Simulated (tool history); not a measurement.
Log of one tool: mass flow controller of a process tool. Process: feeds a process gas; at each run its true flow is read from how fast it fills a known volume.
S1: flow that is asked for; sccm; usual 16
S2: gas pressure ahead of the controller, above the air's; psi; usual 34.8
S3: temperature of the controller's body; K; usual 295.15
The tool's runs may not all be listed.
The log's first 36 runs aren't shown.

{"run": 37, "hour": 2560.5, "S1": 8, "S2": 39.3, "S3": 293.15, "true flow (%)": 98.51}
{"run": 38, "hour": 2645.9, "S1": 3, "S2": 39.3, "S3": 293.15, "true flow (%)": 97.96}
{"run": 39, "hour": 2696.0, "S1": 18, "S2": 30.5, "S3": 295.15, "true flow (%)": 100.19}
{"run": 40, "hour": 2754.0, "S1": 19, "S2": 36.7, "S3": 309.15, "true flow (%)": 99.53}
{"run": 41, "hour": 2815.3, "S1": 19, "S2": 36.7, "S3": 309.15, "true flow (%)": 99.46}
{"run": 42, "hour": 2868.4, "S1": 19, "S2": 36.7, "S3": 309.15, "true flow (%)": 99.6}
{"run": 43, "hour": 2955.0, "S1": 19, "S2": 23.5, "S3": 309.15, "true flow (%)": 100.1}
{"run": 44, "hour": 3034.0, "S1": 6, "S2": 21.9, "S3": 304.15, "true flow (%)": 98.78}
{"run": 45, "hour": 3093.5, "S1": 5, "S2": 33.4, "S3": 299.15, "true flow (%)": 98.19}
{"run": 46, "hour": 3151.1, "S1": 5, "S2": 33.4, "S3": 299.15, "true flow (%)": 98.3}
{"run": 47, "hour": 3194.5, "S1": 5, "S2": 33.4, "S3": 299.15, "true flow (%)": 98.38}
{"run": 48, "hour": 3257.3, "S1": 16, "S2": 27.7, "S3": 293.15, "true flow (%)": 100.27}

Forecast each of these 5 alternatives for the next run:
{"run": "A", "hour": 3334.6, "S1": 5, "S2": 24.9, "S3": 303.15, "true flow (%)": "?"}
{"run": "B", "hour": 3334.6, "S1": 4, "S2": 37.9, "S3": 302.15, "true flow (%)": "?"}
{"run": "C", "hour": 3334.6, "S1": 2, "S2": 38.3, "S3": 295.15, "true flow (%)": "?"}
{"run": "D", "hour": 3334.6, "S1": 9, "S2": 27.7, "S3": 298.15, "true flow (%)": "?"}
{"run": "E", "hour": 3334.6, "S1": 19, "S2": 27.7, "S3": 299.15, "true flow (%)": "?"}

run=A true_flow_(%)=98.69
run=B true_flow_(%)=98.07
run=C true_flow_(%)=98.68
run=D true_flow_(%)=99.09
run=E true_flow_(%)=100.48
Without the tool's hidden state the same runs would have given:
run=A true_flow_(%)=97.73
run=B true_flow_(%)=96.98
run=C true_flow_(%)=96.94
run=D true_flow_(%)=98.36
run=E true_flow_(%)=99.9
